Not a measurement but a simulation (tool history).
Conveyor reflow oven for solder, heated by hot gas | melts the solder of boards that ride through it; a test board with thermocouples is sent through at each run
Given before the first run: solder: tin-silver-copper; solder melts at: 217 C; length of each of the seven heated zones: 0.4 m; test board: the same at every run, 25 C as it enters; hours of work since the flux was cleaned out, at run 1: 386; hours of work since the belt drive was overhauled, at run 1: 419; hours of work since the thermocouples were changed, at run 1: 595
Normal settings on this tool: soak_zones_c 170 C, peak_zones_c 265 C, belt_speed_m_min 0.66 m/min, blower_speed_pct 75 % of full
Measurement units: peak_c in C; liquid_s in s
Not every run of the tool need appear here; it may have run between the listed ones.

run,hour,soak_zones_c,peak_zones_c,belt_speed_m_min,blower_speed_pct,hours of work since the flux was cleaned out,hours of work since the belt drive was overhauled,hours of work since the thermocouples were changed,peak_c,liquid_s
1,0,170,265,0.66,75,386,419,595,246,47.1
2,29,170,265,0.66,75,409,442,618,245.6,47.2
3,44.9,170,265,0.66,75,421,454,630,245.7,47.2
4,68,170,265,0.66,65,439,472,648,242.8,43.5
# hour 78.5: flux residue cleaned out of gas plates and filters
5,105.3,170,265,0.66,75,21,498,674,245.7,47.2
6,127.7,170,265,0.66,75,39,515,691,246,47.5
7,151.2,181,265,0.66,75,57,533,710,248.1,53.6
8,181.6,181,265,0.66,75,81,557,733,248.3,53.3
9,211.6,181,265,0.66,75,104,581,757,248.1,53.3
10,226,165,265,0.66,75,115,592,768,245,45.3
11,255.2,170,265,0.66,85,138,615,791,248.6,50.4
12,275.9,170,265,0.66,85,155,631,807,248.6,50
# hour 281.2: thermocouples of zones 6 and 7 changed
13,298.9,175,265,0.66,85,171,648,14,249.4,52.3
14,324.2,175,265,0.547,85,191,667,34,254.4,69.6
15,352.9,183,255,0.679,75,213,690,56,239.2,44.9
16,374.8,158,278,0.752,62,230,707,73,243.2,34.5
17,394.7,158,278,0.752,62,246,723,89,243.3,34.3
18,421.5,169,264,0.66,83,267,744,110,246.8,48.6
19,446.5,169,264,0.66,83,287,763,129,246.8,48.1
20,477,169,270,0.704,67,310,787,153,245,42.1
21,495.6,170,258,0.66,62,325,802,168,236.4,37.1
22,522.8,170,258,0.66,62,346,823,189,236.1,37
23,548.9,170,258,0.66,62,367,843,210,236.6,36.3
24,564.8,170,255,0.66,75,379,856,222,237.8,39.5
25,593.5,168,270,0.553,78,402,878,245,256.4,66.6
26,619.9,170,265,0.746,75,422,899,265,241.8,37.1
# hour 650.7: flux residue cleaned out of gas plates and filters
27,652.5,170,265,0.66,53,1,920,287,238.2,37.8
28,681.7,170,265,0.66,53,24,943,310,238.4,37.4

Alternative continuations, all from the tool just after run 28; predict every row:
A,709.4,168,265,0.757,75,46,965,331,?,?
B,709.4,170,255,0.606,61,46,965,331,?,?
C,709.4,182,253,0.601,75,46,965,331,?,?
D,709.4,161,280,0.716,53,46,965,331,?,?
E,709.4,169,268,0.66,53,46,965,331,?,?

run,peak_c,liquid_s
A,240.7,35.1
B,236.8,41.5
C,241.2,53.7
D,243.3,36.6
E,240.4,39.7
What these runs would have given with no unlogged condition in the tool:
run,peak_c,liquid_s
A,240.7,35.1
B,236.9,41.5
C,241.3,53.7
D,243.3,36.6
E,240.5,39.7
